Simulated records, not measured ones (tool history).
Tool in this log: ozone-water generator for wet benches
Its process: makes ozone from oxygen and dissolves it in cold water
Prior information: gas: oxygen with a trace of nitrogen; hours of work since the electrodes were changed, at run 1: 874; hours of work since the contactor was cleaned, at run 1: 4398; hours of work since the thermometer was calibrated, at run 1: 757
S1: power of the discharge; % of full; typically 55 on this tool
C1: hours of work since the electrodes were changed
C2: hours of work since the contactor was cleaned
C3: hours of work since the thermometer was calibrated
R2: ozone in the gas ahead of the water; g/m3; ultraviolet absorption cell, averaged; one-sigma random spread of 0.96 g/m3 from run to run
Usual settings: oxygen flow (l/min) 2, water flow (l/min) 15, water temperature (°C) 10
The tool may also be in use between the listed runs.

{"run": 1, "hour": 0.0, "S1": 55, "oxygen flow (l/min)": 2, "water flow (l/min)": 15, "water temperature (°C)": 10, "C1": 874, "C2": 4398, "C3": 757, "dissolved ozone (ppm)": 9.7, "R2": 159.9}
{"run": 2, "hour": 38.4, "S1": 55, "oxygen flow (l/min)": 2, "water flow (l/min)": 15, "water temperature (°C)": 10, "C1": 910, "C2": 4434, "C3": 793, "dissolved ozone (ppm)": 9.8, "R2": 161.8}
{"run": 3, "hour": 63.0, "S1": 55, "oxygen flow (l/min)": 2, "water flow (l/min)": 15, "water temperature (°C)": 10, "C1": 933, "C2": 4457, "C3": 817, "dissolved ozone (ppm)": 9.8, "R2": 162.4}
{"run": 4, "hour": 89.4, "S1": 55, "oxygen flow (l/min)": 2, "water flow (l/min)": 15, "water temperature (°C)": 10, "C1": 958, "C2": 4482, "C3": 841, "dissolved ozone (ppm)": 9.9, "R2": 160.6}
{"run": 5, "hour": 120.6, "S1": 55, "oxygen flow (l/min)": 2, "water flow (l/min)": 15, "water temperature (°C)": 10, "C1": 987, "C2": 4511, "C3": 871, "dissolved ozone (ppm)": 9.9, "R2": 160.5}
{"run": 6, "hour": 143.3, "S1": 44, "oxygen flow (l/min)": 2, "water flow (l/min)": 15, "water temperature (°C)": 10, "C1": 1009, "C2": 4532, "C3": 892, "dissolved ozone (ppm)": 8.3, "R2": 137.7}
{"run": 7, "hour": 167.3, "S1": 44, "oxygen flow (l/min)": 2, "water flow (l/min)": 15, "water temperature (°C)": 10, "C1": 1031, "C2": 4555, "C3": 914, "dissolved ozone (ppm)": 8.3, "R2": 139.1}
{"run": 8, "hour": 195.6, "S1": 44, "oxygen flow (l/min)": 2, "water flow (l/min)": 15, "water temperature (°C)": 10, "C1": 1058, "C2": 4581, "C3": 941, "dissolved ozone (ppm)": 8.4, "R2": 137.4}
{"run": 9, "hour": 240.1, "S1": 80, "oxygen flow (l/min)": 2.39, "water flow (l/min)": 9, "water temperature (°C)": 10, "C1": 1100, "C2": 4623, "C3": 983, "dissolved ozone (ppm)": 22.9, "R2": 192.8}
{"run": 10, "hour": 265.8, "S1": 88, "oxygen flow (l/min)": 2.05, "water flow (l/min)": 17, "water temperature (°C)": 5, "C1": 1124, "C2": 4647, "C3": 1007, "dissolved ozone (ppm)": 12.2, "R2": 219.7}

Alternative continuations, all from the tool just after run 10; predict every row:
{"run": "A", "hour": 298.8, "S1": 47, "oxygen flow (l/min)": 1.57, "water flow (l/min)": 9, "water temperature (°C)": 10, "C1": 1154, "C2": 4678, "C3": 1038, "dissolved ozone (ppm)": "?", "R2": "?"}
{"run": "B", "hour": 298.8, "S1": 55, "oxygen flow (l/min)": 2, "water flow (l/min)": 12, "water temperature (°C)": 7, "C1": 1154, "C2": 4678, "C3": 1038, "dissolved ozone (ppm)": "?", "R2": "?"}
{"run": "C", "hour": 298.8, "S1": 82, "oxygen flow (l/min)": 2.31, "water flow (l/min)": 15, "water temperature (°C)": 7, "C1": 1154, "C2": 4678, "C3": 1038, "dissolved ozone (ppm)": "?", "R2": "?"}
{"run": "D", "hour": 298.8, "S1": 88, "oxygen flow (l/min)": 1.75, "water flow (l/min)": 17, "water temperature (°C)": 10, "C1": 1154, "C2": 4678, "C3": 1038, "dissolved ozone (ppm)": "?", "R2": "?"}
{"run": "E", "hour": 298.8, "S1": 85, "oxygen flow (l/min)": 1.6, "water flow (l/min)": 20, "water temperature (°C)": 10, "C1": 1154, "C2": 4678, "C3": 1038, "dissolved ozone (ppm)": "?", "R2": "?"}

run=A dissolved_ozone_(ppm)=14.2 R2=157.6
run=B dissolved_ozone_(ppm)=12.9 R2=162.5
run=C dissolved_ozone_(ppm)=13.9 R2=198.3
run=D dissolved_ozone_(ppm)=10.7 R2=233.2
run=E dissolved_ozone_(ppm)=8.1 R2=233.5
Stripped of hidden state, with their random variation kept, the same runs would have yielded:
run=A dissolved_ozone_(ppm)=15.3 R2=159.9
run=B dissolved_ozone_(ppm)=14.1 R2=165.2
run=C dissolved_ozone_(ppm)=15.3 R2=202.6
run=D dissolved_ozone_(ppm)=11.9 R2=238.6
run=E dissolved_ozone_(ppm)=9.1 R2=238.7

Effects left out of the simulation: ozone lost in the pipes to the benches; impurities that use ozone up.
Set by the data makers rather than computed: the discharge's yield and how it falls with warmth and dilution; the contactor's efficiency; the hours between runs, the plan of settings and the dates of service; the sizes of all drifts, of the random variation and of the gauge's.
